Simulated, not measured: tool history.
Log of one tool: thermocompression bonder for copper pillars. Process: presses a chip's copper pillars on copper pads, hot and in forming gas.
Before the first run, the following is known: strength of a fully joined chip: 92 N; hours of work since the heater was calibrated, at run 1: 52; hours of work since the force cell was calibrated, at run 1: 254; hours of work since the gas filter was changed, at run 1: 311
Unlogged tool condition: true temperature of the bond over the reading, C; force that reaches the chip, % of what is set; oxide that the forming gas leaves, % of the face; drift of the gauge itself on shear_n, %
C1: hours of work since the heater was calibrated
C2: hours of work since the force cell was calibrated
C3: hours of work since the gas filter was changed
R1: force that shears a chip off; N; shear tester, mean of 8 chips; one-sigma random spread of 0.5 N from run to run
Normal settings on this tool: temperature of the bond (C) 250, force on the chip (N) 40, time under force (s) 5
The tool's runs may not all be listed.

{"run": 1, "hour": 0.0, "temperature of the bond (C)": 250, "force on the chip (N)": 40, "time under force (s)": 5, "C1": 52, "C2": 254, "C3": 311, "R1": 59.9}
{"run": 2, "hour": 11.7, "temperature of the bond (C)": 250, "force on the chip (N)": 40, "time under force (s)": 4, "C1": 59, "C2": 261, "C3": 318, "R1": 56.8}
{"run": 3, "hour": 28.2, "temperature of the bond (C)": 250, "force on the chip (N)": 40, "time under force (s)": 4, "C1": 68, "C2": 271, "C3": 327, "R1": 56.1}
{"run": 4, "hour": 42.8, "temperature of the bond (C)": 275, "force on the chip (N)": 40, "time under force (s)": 5, "C1": 76, "C2": 279, "C3": 335, "R1": 74.1}
{"run": 5, "hour": 54.8, "temperature of the bond (C)": 275, "force on the chip (N)": 40, "time under force (s)": 5, "C1": 83, "C2": 286, "C3": 342, "R1": 74.5}
{"run": 6, "hour": 75.5, "temperature of the bond (C)": 250, "force on the chip (N)": 40, "time under force (s)": 5, "C1": 95, "C2": 298, "C3": 354, "R1": 60.6}
{"run": 7, "hour": 87.4, "temperature of the bond (C)": 250, "force on the chip (N)": 32, "time under force (s)": 5, "C1": 102, "C2": 304, "C3": 361, "R1": 50.4}
{"run": 8, "hour": 102.9, "temperature of the bond (C)": 250, "force on the chip (N)": 32, "time under force (s)": 5, "C1": 111, "C2": 313, "C3": 370, "R1": 49.8}
{"run": 9, "hour": 120.7, "temperature of the bond (C)": 250, "force on the chip (N)": 40, "time under force (s)": 11, "C1": 121, "C2": 323, "C3": 380, "R1": 72.7}
{"run": 10, "hour": 137.1, "temperature of the bond (C)": 250, "force on the chip (N)": 40, "time under force (s)": 11, "C1": 130, "C2": 333, "C3": 389, "R1": 72.3}
{"run": 11, "hour": 149.5, "temperature of the bond (C)": 250, "force on the chip (N)": 40, "time under force (s)": 11, "C1": 137, "C2": 340, "C3": 396, "R1": 72.3}
{"run": 12, "hour": 170.0, "temperature of the bond (C)": 250, "force on the chip (N)": 40, "time under force (s)": 5, "C1": 149, "C2": 351, "C3": 408, "R1": 59.7}
{"run": 13, "hour": 182.7, "temperature of the bond (C)": 250, "force on the chip (N)": 48, "time under force (s)": 5, "C1": 156, "C2": 359, "C3": 415, "R1": 67.4}
{"run": 14, "hour": 206.5, "temperature of the bond (C)": 250, "force on the chip (N)": 48, "time under force (s)": 5, "C1": 170, "C2": 372, "C3": 429, "R1": 68.2}
{"run": 15, "hour": 230.1, "temperature of the bond (C)": 250, "force on the chip (N)": 40, "time under force (s)": 5, "C1": 183, "C2": 386, "C3": 442, "R1": 60.1}
{"hour": 254.5, "done": "forming gas filter changed"}
{"run": 16, "hour": 255.1, "temperature of the bond (C)": 250, "force on the chip (N)": 25, "time under force (s)": 5, "C1": 197, "C2": 400, "C3": 0, "R1": 39.7}
{"run": 17, "hour": 274.6, "temperature of the bond (C)": 250, "force on the chip (N)": 59, "time under force (s)": 8, "C1": 208, "C2": 411, "C3": 11, "R1": 83.3}
{"run": 18, "hour": 298.7, "temperature of the bond (C)": 232, "force on the chip (N)": 28, "time under force (s)": 4, "C1": 222, "C2": 424, "C3": 25, "R1": 31.9}
{"run": 19, "hour": 313.0, "temperature of the bond (C)": 241, "force on the chip (N)": 58, "time under force (s)": 11, "C1": 230, "C2": 433, "C3": 33, "R1": 82.9}
{"run": 20, "hour": 331.9, "temperature of the bond (C)": 250, "force on the chip (N)": 53, "time under force (s)": 3, "C1": 241, "C2": 443, "C3": 44, "R1": 65.1}
{"run": 21, "hour": 351.0, "temperature of the bond (C)": 259, "force on the chip (N)": 39, "time under force (s)": 4, "C1": 252, "C2": 454, "C3": 55, "R1": 60.8}
{"run": 22, "hour": 364.7, "temperature of the bond (C)": 278, "force on the chip (N)": 43, "time under force (s)": 4, "C1": 259, "C2": 462, "C3": 63, "R1": 75.8}
{"run": 23, "hour": 382.1, "temperature of the bond (C)": 278, "force on the chip (N)": 43, "time under force (s)": 4, "C1": 269, "C2": 472, "C3": 73, "R1": 75.8}
{"run": 24, "hour": 398.8, "temperature of the bond (C)": 224, "force on the chip (N)": 39, "time under force (s)": 13, "C1": 279, "C2": 481, "C3": 82, "R1": 58.2}
{"run": 25, "hour": 412.2, "temperature of the bond (C)": 224, "force on the chip (N)": 39, "time under force (s)": 13, "C1": 287, "C2": 489, "C3": 90, "R1": 58.1}
{"run": 26, "hour": 428.0, "temperature of the bond (C)": 239, "force on the chip (N)": 34, "time under force (s)": 4, "C1": 296, "C2": 498, "C3": 99, "R1": 42.6}
{"run": 27, "hour": 449.3, "temperature of the bond (C)": 242, "force on the chip (N)": 57, "time under force (s)": 12, "C1": 308, "C2": 510, "C3": 111, "R1": 82.6}
{"run": 28, "hour": 462.4, "temperature of the bond (C)": 242, "force on the chip (N)": 57, "time under force (s)": 12, "C1": 315, "C2": 518, "C3": 118, "R1": 82.9}
{"run": 29, "hour": 474.2, "temperature of the bond (C)": 242, "force on the chip (N)": 57, "time under force (s)": 12, "C1": 322, "C2": 524, "C3": 125, "R1": 82.7}
{"run": 30, "hour": 485.0, "temperature of the bond (C)": 242, "force on the chip (N)": 57, "time under force (s)": 12, "C1": 328, "C2": 531, "C3": 131, "R1": 82.7}
{"run": 31, "hour": 507.1, "temperature of the bond (C)": 242, "force on the chip (N)": 57, "time under force (s)": 12, "C1": 341, "C2": 543, "C3": 144, "R1": 81.3}

Predict each of these 4 candidate next runs independently; none follows another, all start after run 31:
{"run": "A", "hour": 520.0, "temperature of the bond (C)": 259, "force on the chip (N)": 38, "time under force (s)": 5, "C1": 348, "C2": 550, "C3": 151, "R1": "?"}
{"run": "B", "hour": 520.0, "temperature of the bond (C)": 225, "force on the chip (N)": 29, "time under force (s)": 5, "C1": 348, "C2": 550, "C3": 151, "R1": "?"}
{"run": "C", "hour": 520.0, "temperature of the bond (C)": 242, "force on the chip (N)": 42, "time under force (s)": 12, "C1": 348, "C2": 550, "C3": 151, "R1": "?"}
{"run": "D", "hour": 520.0, "temperature of the bond (C)": 248, "force on the chip (N)": 40, "time under force (s)": 5, "C1": 348, "C2": 550, "C3": 151, "R1": "?"}

run=A R1=63.4
run=B R1=31.7
run=C R1=72.6
run=D R1=59.0
With the hidden condition removed and each run's random variation left untouched, the same runs would have given:
run=A R1=63.6
run=B R1=31.8
run=C R1=72.8
run=D R1=59.1

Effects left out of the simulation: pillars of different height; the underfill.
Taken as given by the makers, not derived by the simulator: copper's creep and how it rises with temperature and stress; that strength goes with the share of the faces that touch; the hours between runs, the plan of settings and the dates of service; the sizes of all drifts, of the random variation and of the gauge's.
